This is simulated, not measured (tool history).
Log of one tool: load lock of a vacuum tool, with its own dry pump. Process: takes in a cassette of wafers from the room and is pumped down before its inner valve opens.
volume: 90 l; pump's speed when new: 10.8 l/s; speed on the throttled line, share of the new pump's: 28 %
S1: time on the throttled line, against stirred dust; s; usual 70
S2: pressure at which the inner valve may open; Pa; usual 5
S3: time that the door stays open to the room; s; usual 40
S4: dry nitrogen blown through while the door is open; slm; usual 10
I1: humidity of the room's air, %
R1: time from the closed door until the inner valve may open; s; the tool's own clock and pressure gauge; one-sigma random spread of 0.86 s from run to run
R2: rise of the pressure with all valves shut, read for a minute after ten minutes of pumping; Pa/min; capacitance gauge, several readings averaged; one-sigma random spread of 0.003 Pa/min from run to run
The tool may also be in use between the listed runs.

{"run": 1, "hour": 0.0, "S1": 70, "S2": 5, "S3": 40, "S4": 10, "I1": 45, "R1": 134.2, "R2": 0.019}
{"run": 2, "hour": 120.9, "S1": 70, "S2": 5, "S3": 40, "S4": 10, "I1": 44.4, "R1": 133.8, "R2": 0.016}
{"run": 3, "hour": 194.3, "S1": 70, "S2": 5, "S3": 40, "S4": 10, "I1": 49.5, "R1": 134.4, "R2": 0.022}
{"run": 4, "hour": 259.6, "S1": 70, "S2": 5, "S3": 40, "S4": 10, "I1": 41.6, "R1": 134.2, "R2": 0.013}
{"run": 5, "hour": 373.4, "S1": 70, "S2": 5, "S3": 40, "S4": 10, "I1": 45.4, "R1": 134.6, "R2": 0.01}
{"run": 6, "hour": 462.7, "S1": 70, "S2": 5, "S3": 40, "S4": 10, "I1": 41.5, "R1": 133.3, "R2": 0.017}
{"run": 7, "hour": 524.4, "S1": 70, "S2": 5, "S3": 40, "S4": 10, "I1": 45.6, "R1": 132.1, "R2": 0.015}
{"run": 8, "hour": 573.5, "S1": 70, "S2": 5, "S3": 40, "S4": 10, "I1": 45.9, "R1": 133.9, "R2": 0.012}
{"run": 9, "hour": 650.1, "S1": 70, "S2": 5, "S3": 40, "S4": 10, "I1": 42.8, "R1": 134.2, "R2": 0.013}
{"run": 10, "hour": 737.0, "S1": 70, "S2": 5, "S3": 40, "S4": 10, "I1": 44.7, "R1": 135.3, "R2": 0.016}
{"run": 11, "hour": 823.3, "S1": 70, "S2": 4, "S3": 40, "S4": 10, "I1": 41.9, "R1": 138.1, "R2": 0.01}
{"run": 12, "hour": 896.1, "S1": 70, "S2": 5, "S3": 45, "S4": 10, "I1": 46.8, "R1": 134.8, "R2": 0.011}
{"run": 13, "hour": 958.5, "S1": 70, "S2": 5, "S3": 125, "S4": 10, "I1": 48.9, "R1": 134.1, "R2": 0.019}
{"run": 14, "hour": 1036.5, "S1": 70, "S2": 5, "S3": 125, "S4": 10, "I1": 44, "R1": 132.8, "R2": 0.015}
{"hour": 1050.5, "done": "dry pump taken out, an overhauled one fitted"}
{"run": 15, "hour": 1110.8, "S1": 70, "S2": 5, "S3": 125, "S4": 10, "I1": 45.4, "R1": 135.5, "R2": 0.018}
{"run": 16, "hour": 1221.3, "S1": 70, "S2": 5, "S3": 40, "S4": 18, "I1": 46.5, "R1": 134.6, "R2": 0.007}
{"run": 17, "hour": 1332.7, "S1": 70, "S2": 5, "S3": 40, "S4": 18, "I1": 41.1, "R1": 134.9, "R2": 0.006}
{"run": 18, "hour": 1419.8, "S1": 70, "S2": 5, "S3": 40, "S4": 10, "I1": 47.9, "R1": 133, "R2": 0.015}
{"run": 19, "hour": 1513.1, "S1": 70, "S2": 5, "S3": 40, "S4": 10, "I1": 45, "R1": 134.6, "R2": 0.013}
{"run": 20, "hour": 1608.9, "S1": 70, "S2": 5, "S3": 40, "S4": 10, "I1": 48.2, "R1": 135.4, "R2": 0.016}
{"run": 21, "hour": 1707.9, "S1": 41, "S2": 10, "S3": 234, "S4": 6, "I1": 46.5, "R1": 106.8, "R2": 0.032}
{"run": 22, "hour": 1787.6, "S1": 75, "S2": 4, "S3": 88, "S4": 25, "I1": 46.8, "R1": 140.5, "R2": 0.01}
{"run": 23, "hour": 1837.4, "S1": 44, "S2": 4, "S3": 40, "S4": 8, "I1": 42.3, "R1": 118.1, "R2": 0.01}
{"run": 24, "hour": 1927.5, "S1": 83, "S2": 10, "S3": 46, "S4": 23, "I1": 42.9, "R1": 138.6, "R2": 0.003}
{"run": 25, "hour": 2022.3, "S1": 70, "S2": 5, "S3": 154, "S4": 10, "I1": 46.5, "R1": 134.4, "R2": 0.021}
{"run": 26, "hour": 2117.4, "S1": 108, "S2": 5, "S3": 40, "S4": 8, "I1": 44, "R1": 161.6, "R2": 0.019}
{"run": 27, "hour": 2167.9, "S1": 52, "S2": 8, "S3": 40, "S4": 22, "I1": 46.9, "R1": 117.9, "R2": 0.004}
{"run": 28, "hour": 2259.9, "S1": 79, "S2": 5, "S3": 94, "S4": 10, "I1": 45.4, "R1": 140.8, "R2": 0.021}
{"run": 29, "hour": 2338.3, "S1": 82, "S2": 6, "S3": 62, "S4": 8, "I1": 40.6, "R1": 142.7, "R2": 0.018}
{"run": 30, "hour": 2414.5, "S1": 82, "S2": 6, "S3": 62, "S4": 8, "I1": 46.5, "R1": 141.4, "R2": 0.013}
{"run": 31, "hour": 2473.3, "S1": 63, "S2": 7, "S3": 39, "S4": 22, "I1": 45.4, "R1": 126.4, "R2": 0.007}
{"run": 32, "hour": 2564.2, "S1": 42, "S2": 6, "S3": 40, "S4": 14, "I1": 45.1, "R1": 111.5, "R2": 0.008}
{"run": 33, "hour": 2647.3, "S1": 65, "S2": 10, "S3": 40, "S4": 36, "I1": 40, "R1": 125.2, "R2": 0.008}
{"run": 34, "hour": 2744.4, "S1": 65, "S2": 9, "S3": 48, "S4": 43, "I1": 43.9, "R1": 126.3, "R2": 0.01}
{"run": 35, "hour": 2794.9, "S1": 58, "S2": 5, "S3": 40, "S4": 10, "I1": 47, "R1": 126.1, "R2": 0.019}
{"run": 36, "hour": 2896.9, "S1": 70, "S2": 4, "S3": 40, "S4": 10, "I1": 44, "R1": 136.5, "R2": 0.01}
{"run": 37, "hour": 2979.9, "S1": 79, "S2": 9, "S3": 121, "S4": 9, "I1": 45.8, "R1": 135.2, "R2": 0.019}

Here are 4 independent what-if runs from the current tool condition. What would each one return?
{"run": "A", "hour": 3056.8, "S1": 47, "S2": 9, "S3": 236, "S4": 8, "I1": 45.5, "R1": "?", "R2": "?"}
{"run": "B", "hour": 3056.8, "S1": 96, "S2": 7, "S3": 121, "S4": 9, "I1": 47, "R1": "?", "R2": "?"}
{"run": "C", "hour": 3056.8, "S1": 79, "S2": 5, "S3": 121, "S4": 10, "I1": 43.9, "R1": "?", "R2": "?"}
{"run": "D", "hour": 3056.8, "S1": 49, "S2": 6, "S3": 101, "S4": 9, "I1": 44, "R1": "?", "R2": "?"}

run=A R1=112.9 R2=0.03
run=B R1=150.3 R2=0.021
run=C R1=141.3 R2=0.019
run=D R1=117.6 R2=0.021
Had the tool no hidden state, the same runs would have come out as:
run=A R1=112.9 R2=0.03
run=B R1=150.3 R2=0.021
run=C R1=141.3 R2=0.018
run=D R1=117.6 R2=0.021
